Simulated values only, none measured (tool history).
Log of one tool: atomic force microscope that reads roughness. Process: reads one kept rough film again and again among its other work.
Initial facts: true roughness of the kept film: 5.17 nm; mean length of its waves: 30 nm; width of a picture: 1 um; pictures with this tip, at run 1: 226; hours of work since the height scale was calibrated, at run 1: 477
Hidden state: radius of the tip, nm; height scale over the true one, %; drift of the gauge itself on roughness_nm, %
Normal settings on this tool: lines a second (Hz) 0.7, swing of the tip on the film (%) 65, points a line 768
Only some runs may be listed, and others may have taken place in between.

run     day  lines a second (Hz)  swing of the tip on the film (%)  points a line  pictures with this tip  hours of work since the height scale was calibrated  roughness of the kept film (nm (root mean square))
  1       0                  0.7                                65            768                     226                                                  477                                               3.991
  2   0.908                  0.7                                65            529                     253                                                  487                                               3.923
  3   2.967                1.022                                65            768                     314                                                  508                                               3.749
       4.45  -- new tip fitted
  4     4.7                1.022                                65            768                       7                                                  525                                                 4.5
  5   6.692                1.022                                66            768                      67                                                  546                                               4.342
  6   8.083                0.883                                65            768                     108                                                  560                                               4.256
  7   9.154                  0.7                                65            768                     140                                                  571                                               4.215
  8  10.933                  0.7                                65            768                     193                                                  589                                               4.098
  9  12.158                  0.7                                65            430                     230                                                  601                                               4.056
 10  13.867                  0.7                                65            768                     281                                                  619                                               3.948
 11  14.838                  0.7                                65            768                     310                                                  629                                               3.914
     16.362  -- new tip fitted
 12  16.362                  0.7                                65            768                       0                                                  644                                               4.561
 13  17.225                  0.7                                65            768                      25                                                  653                                               4.511
 14  18.083                  0.7                                65            768                      51                                                  662                                               4.446
 15  19.217                  0.7                                65            768                      85                                                  673                                               4.374
 16  20.288                  0.7                                65            357                     117                                                  684                                               4.254
 17  21.208                  0.7                                65            357                     144                                                  694                                               4.216
 18  22.867                  0.7                                65            357                     194                                                  711                                                4.07
 19  24.138                  0.7                                65            357                     232                                                  723                                                4.02
 20  25.346                  0.7                                65            357                     268                                                  736                                               3.964
 21  27.446                  0.7                                65            357                     330                                                  757                                               3.883
     28.342  -- new tip fitted
 22  29.083                  0.7                                65            768                      22                                                  774                                               4.509
 23  30.071                  0.7                                65            768                      51                                                  784                                               4.474
 24  32.167                  0.7                                75            768                     114                                                  805                                               4.233
 25  33.071                  0.7                                65            768                     141                                                  814                                               4.222
 26  34.725                  0.7                                65            768                     190                                                  831                                               4.129
 27  35.675                  0.7                                65            768                     218                                                  841                                               4.102
 28  37.333                  0.7                                84            386                     268                                                  858                                               3.784
 29  39.354                0.503                                61            590                     328                                                  879                                                3.91
     40.367  -- new tip fitted
 30  40.958                0.503                                59            453                      17                                                  895                                               4.591
 31  41.975                2.373                                89            768                      48                                                  905                                               3.487
 32  43.258                  0.7                                63            768                      86                                                  918                                               4.423
 33  45.321                1.945                                79            866                     148                                                  939                                               3.792
 34  47.075                2.568                                71            768                     200                                                  957                                               3.741
 35  47.992                0.937                                70            518                     227                                                  967                                                3.99
 36  49.296                0.755                                72            331                     266                                                  980                                               3.912
 37  50.317                0.755                                72            331                     297                                                  990                                               3.878
 38  51.629                1.177                                77            768                     336                                                 1004                                               3.668
     52.371  -- new tip fitted
 39  53.012                0.733                                86            768                      20                                                 1018                                               4.311
 40  54.246                0.733                                86            768                      56                                                 1030                                               4.227
 41  56.167                0.733                                78            688                     114                                                 1050                                               4.237
 42  57.217                2.761                                75            751                     145                                                 1061                                               3.695
 43  58.629                2.761                                67            318                     187                                                 1075                                               3.781
 44  60.471                2.761                                67            318                     242                                                 1094                                               3.707
     61.004  -- height scale calibrated on a step standard
 45  61.825                2.761                                67            318                     281                                                    8                                               3.534
 46  63.004                2.761                                67            318                     317                                                   20                                               3.476
 47      64                0.664                                75            768                     346                                                   31                                                3.69
       64.3  -- new tip fitted
 48  65.958                0.664                                75            768                      49                                                   50                                               4.307
 49  67.529                0.777                                79            305                      96                                                   66                                               4.087
 50  69.275                1.071                                65            768                     148                                                   84                                               4.123
 51  70.633                2.256                                61            929                     189                                                   98                                               3.947
 52  72.158                  0.7                                58            971                     234                                                  114                                                4.05
 53  74.254                  0.7                                86            974                     297                                                  135                                               3.678

Selected run-to-run steps in roughness of the kept film (nm (root mean square)), each split into two signed amounts: the part the tool would show with no hidden state at all (from settings, incoming material and random variation), and the remainder, which goes to the hidden state together with any gauge scatter not common to the measured and the hidden-state-free results:
Run 3 -> 4: new tip fitted. roughness of the kept film (nm (root mean square)) +0.751: hidden state +0.697, all else +0.054.
Run 11 -> 12: new tip fitted. roughness of the kept film (nm (root mean square)) +0.647: hidden state +0.669, all else -0.022.
Run 30 -> 31: lines a second (Hz) 0.503 -> 2.373, swing of the tip on the film (%) 59 -> 89, points a line 453 -> 768. roughness of the kept film (nm (root mean square)) -1.104: hidden state -0.06, all else -1.044.
Run 31 -> 32: lines a second (Hz) 2.373 -> 0.7, swing of the tip on the film (%) 89 -> 63. roughness of the kept film (nm (root mean square)) +0.936: hidden state -0.097, all else +1.033.
Run 38 -> 39: lines a second (Hz) 1.177 -> 0.733, swing of the tip on the film (%) 77 -> 86, new tip fitted. roughness of the kept film (nm (root mean square)) +0.643: hidden state +0.66, all else -0.017.
